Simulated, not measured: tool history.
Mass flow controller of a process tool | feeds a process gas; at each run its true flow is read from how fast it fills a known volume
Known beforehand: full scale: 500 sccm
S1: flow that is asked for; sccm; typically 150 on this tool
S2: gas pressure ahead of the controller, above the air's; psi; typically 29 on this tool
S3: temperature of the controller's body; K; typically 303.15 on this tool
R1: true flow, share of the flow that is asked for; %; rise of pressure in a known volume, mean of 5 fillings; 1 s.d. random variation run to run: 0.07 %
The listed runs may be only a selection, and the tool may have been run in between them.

Run 1, day 0: usual settings. Result: R1 99.97 %.
Run 2, day 13.883: usual settings but S2 38.7 psi. Result: R1 100.44 %.
Run 3, day 27.408: usual settings but S2 38.7 psi. Result: R1 100.51 %.
Run 4, day 38.754: usual settings but S2 38.7 psi. Result: R1 100.62 %.
Run 5, day 59.658: usual settings but S2 38.7 psi, S3 297.15 K. Result: R1 100.62 %.
Run 6, day 78.508: usual settings but S2 38.7 psi, S3 297.15 K. Result: R1 100.96 %.
Run 7, day 95.429: usual settings but S2 38.7 psi, S3 297.15 K. Result: R1 101.2 %.
Run 8, day 108.846: usual settings but S1 74 sccm, S2 35.4 psi, S3 302.15 K. Result: R1 101.99 %.
Run 9, day 130.242: usual settings but S1 98 sccm, S3 296.15 K. Result: R1 101.62 %.
Run 10, day 146.946: usual settings but S1 98 sccm, S2 21.6 psi, S3 294.15 K. Result: R1 101.4 %.
Run 11, day 159.779: usual settings but S1 98 sccm, S2 21.6 psi, S3 294.15 K. Result: R1 101.58 %.
Run 12, day 177.954: usual settings but S1 98 sccm, S2 21.6 psi, S3 294.15 K. Result: R1 101.82 %.
Run 13, day 188.504: usual settings but S1 120 sccm, S2 29.3 psi, S3 307.15 K. Result: R1 102.43 %.
Run 14, day 202.054: usual settings but S1 120 sccm, S2 29.3 psi, S3 307.15 K. Result: R1 102.66 %.

Some steps in R1 between neighbouring runs. How much of each would the tool show without its hidden state too (settings, what came in, random variation), and how much is left for the hidden state, with any gauge scatter that isn't in both results?
Unlogged tool condition in this case: flow at rest that the sensor doesn't see, % of full scale; true flow over the shown one, %; drift of the gauge itself on true_pct, %.
Run 7 -> 8: S1 150 -> 74, S2 38.7 -> 35.4, S3 297.15 -> 302.15. R1 +0.79 %: hidden state +1.06, all else -0.27.
